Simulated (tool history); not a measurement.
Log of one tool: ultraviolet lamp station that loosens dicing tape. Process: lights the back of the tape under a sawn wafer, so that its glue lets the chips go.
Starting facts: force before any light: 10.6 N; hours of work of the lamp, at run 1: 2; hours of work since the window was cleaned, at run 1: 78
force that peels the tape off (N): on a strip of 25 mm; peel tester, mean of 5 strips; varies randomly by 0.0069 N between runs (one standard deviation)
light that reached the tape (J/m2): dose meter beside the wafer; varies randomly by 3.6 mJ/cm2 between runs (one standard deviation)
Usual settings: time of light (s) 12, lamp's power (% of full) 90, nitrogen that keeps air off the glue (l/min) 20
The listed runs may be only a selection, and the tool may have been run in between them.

| run | day | time of light (s) | lamp's power (% of full) | nitrogen that keeps air off the glue (l/min) | hours of work of the lamp | hours of work since the window was cleaned | force that peels the tape off (N) | light that reached the tape (J/m2) |
|---|---|---|---|---|---|---|---|---|
| 1 | 0 | 12 | 90 | 20 | 2 | 78 | 0.252 | 5830 |
| 2 | 0.292 | 12 | 90 | 20 | 6 | 83 | 0.249 | 5900 |
| 3 | 0.571 | 12 | 90 | 20 | 11 | 88 | 0.258 | 5880 |
| 4 | 1.146 | 12 | 90 | 20 | 20 | 97 | 0.242 | 5820 |
| 5 | 1.546 | 12 | 90 | 20 | 27 | 103 | 0.24 | 5800 |
| 6 | 2.05 | 12 | 90 | 20 | 35 | 112 | 0.249 | 5860 |
| 7 | 2.638 | 13 | 90 | 20 | 44 | 121 | 0.222 | 6270 |
| 8 | 2.996 | 13 | 90 | 20 | 50 | 127 | 0.228 | 6180 |
| 9 | 3.329 | 13 | 90 | 20 | 55 | 132 | 0.222 | 6250 |
| 10 | 3.7 | 13 | 90 | 20 | 61 | 138 | 0.226 | 6210 |
| 11 | 4.192 | 13 | 90 | 20 | 69 | 146 | 0.235 | 6110 |
| 12 | 4.496 | 13 | 90 | 20 | 74 | 151 | 0.232 | 6190 |
| 13 | 4.817 | 20 | 90 | 20 | 79 | 156 | 0.187 | 9510 |
| 14 | 5.338 | 20 | 77 | 20 | 88 | 165 | 0.186 | 7990 |
| 15 | 5.808 | 12 | 90 | 20 | 95 | 172 | 0.263 | 5550 |
| 16 | 6.192 | 12 | 90 | 20 | 102 | 178 | 0.251 | 5560 |
| 17 | 6.692 | 12 | 72 | 20 | 110 | 187 | 0.38 | 4480 |
| 18 | 6.971 | 12 | 88 | 7 | 114 | 191 | 0.649 | 5450 |
| 19 | 7.383 | 12 | 88 | 7 | 121 | 198 | 0.701 | 5380 |
| 20 | 7.696 | 22 | 90 | 10 | 126 | 203 | 0.206 | 10130 |
| 21 | 8.217 | 22 | 90 | 10 | 134 | 211 | 0.193 | 10080 |
| 22 | 8.717 | 14 | 90 | 20 | 142 | 219 | 0.226 | 6420 |
| 23 | 8.975 | 16 | 93 | 37 | 147 | 223 | 0.196 | 7540 |
| 24 | 9.388 | 15 | 93 | 8 | 153 | 230 | 0.341 | 7070 |
| 25 | 9.692 | 15 | 93 | 8 | 158 | 235 | 0.339 | 6970 |
| 26 | 10.171 | 9 | 90 | 27 | 166 | 243 | 0.365 | 4060 |
| 27 | 10.55 | 18 | 90 | 20 | 172 | 249 | 0.201 | 8030 |
| 28 | 10.817 | 11 | 90 | 37 | 176 | 253 | 0.223 | 4960 |
| 29 | 11.183 | 18 | 90 | 14 | 182 | 259 | 0.206 | 8060 |
| 30 | 11.692 | 18 | 90 | 14 | 191 | 267 | 0.218 | 8080 |
| 31 | 12.2 | 18 | 90 | 14 | 199 | 276 | 0.202 | 8010 |
| 32 | 12.454 | 18 | 90 | 14 | 203 | 280 | 0.214 | 7940 |
| 33 | 12.75 | 12 | 76 | 32 | 208 | 284 | 0.264 | 4490 |

Some steps in force that peels the tape off (N) between neighbouring runs. How much of each would the tool show without its hidden state too (settings, what came in, random variation), and how much is left for the hidden state, with any gauge scatter that isn't in both results?
Unlogged tool condition in this case: lamp's light, % of a new lamp's; light that the window lets through, % of a clean one's; drift of the gauge itself on peel_n, %; drift of the gauge itself on dose_mj_cm2, %.
Run 17 -> 18: lamp's power (% of full) 72 -> 88, nitrogen that keeps air off the glue (l/min) 20 -> 7. force that peels the tape off (N) +0.269: hidden state +0.051, all else +0.218.
Run 19 -> 20: time of light (s) 12 -> 22, lamp's power (% of full) 88 -> 90, nitrogen that keeps air off the glue (l/min) 7 -> 10. force that peels the tape off (N) -0.495: hidden state -0.112, all else -0.383.
Run 23 -> 24: time of light (s) 16 -> 15, nitrogen that keeps air off the glue (l/min) 37 -> 8. force that peels the tape off (N) +0.145: hidden state +0.052, all else +0.093.
Run 26 -> 27: time of light (s) 9 -> 18, nitrogen that keeps air off the glue (l/min) 27 -> 20. force that peels the tape off (N) -0.164: hidden state -0.063, all else -0.101.

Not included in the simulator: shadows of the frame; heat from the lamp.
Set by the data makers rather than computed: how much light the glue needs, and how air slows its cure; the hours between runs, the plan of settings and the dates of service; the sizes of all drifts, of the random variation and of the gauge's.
